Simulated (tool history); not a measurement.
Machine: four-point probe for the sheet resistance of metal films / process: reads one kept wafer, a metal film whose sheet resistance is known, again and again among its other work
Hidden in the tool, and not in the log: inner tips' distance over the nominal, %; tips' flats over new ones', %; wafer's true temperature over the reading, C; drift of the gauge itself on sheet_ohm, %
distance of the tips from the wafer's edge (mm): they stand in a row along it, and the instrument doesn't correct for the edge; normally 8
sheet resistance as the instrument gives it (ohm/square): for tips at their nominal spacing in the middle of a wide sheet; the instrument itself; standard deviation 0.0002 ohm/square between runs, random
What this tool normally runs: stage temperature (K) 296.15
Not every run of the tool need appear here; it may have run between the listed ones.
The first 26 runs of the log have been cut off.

| run | day | stage temperature (K) | distance of the tips from the wafer's edge (mm) | touches since the probe head was changed | hours of work since the stage's thermometer was calibrated | sheet resistance as the instrument gives it (ohm/square) |
|---|---|---|---|---|---|---|
| 27 | 24.738 | 303.15 | 28 | 44786 | 698 | 0.987896 |
| 28 | 25.288 | 296.15 | 55 | 45212 | 707 | 0.987421 |
|  | 25.425 | stage's thermometer calibrated |
| 29 | 26.262 | 300.15 | 24 | 45952 | 13 | 0.989012 |
| 30 | 26.942 | 300.15 | 24 | 46479 | 23 | 0.988728 |
| 31 | 28.017 | 298.15 | 5 | 47312 | 40 | 1.008735 |
| 32 | 28.771 | 298.15 | 5 | 47896 | 52 | 1.009148 |
| 33 | 29.671 | 298.15 | 5 | 48593 | 66 | 1.008774 |
| 34 | 30.621 | 293.15 | 51 | 49330 | 81 | 0.9876 |
|  | 30.854 | stage's thermometer calibrated, once more |
| 35 | 31.683 | 293.15 | 51 | 50138 | 13 | 0.987007 |
| 36 | 32.662 | 293.15 | 5 | 50896 | 28 | 1.007719 |
| 37 | 33.533 | 296.15 | 9 | 51569 | 41 | 0.993185 |

Predict the results of run 38:
| 38 | 34.492 | 296.15 | 9 | 52314 | 56 | ? |

{"run 38": {"sheet resistance as the instrument gives it (ohm/square)": 0.993221}}
Take away the tool's hidden state, keep the run-to-run variation as it was, and the same run would have given sheet resistance as the instrument gives it (ohm/square) 0.991579.
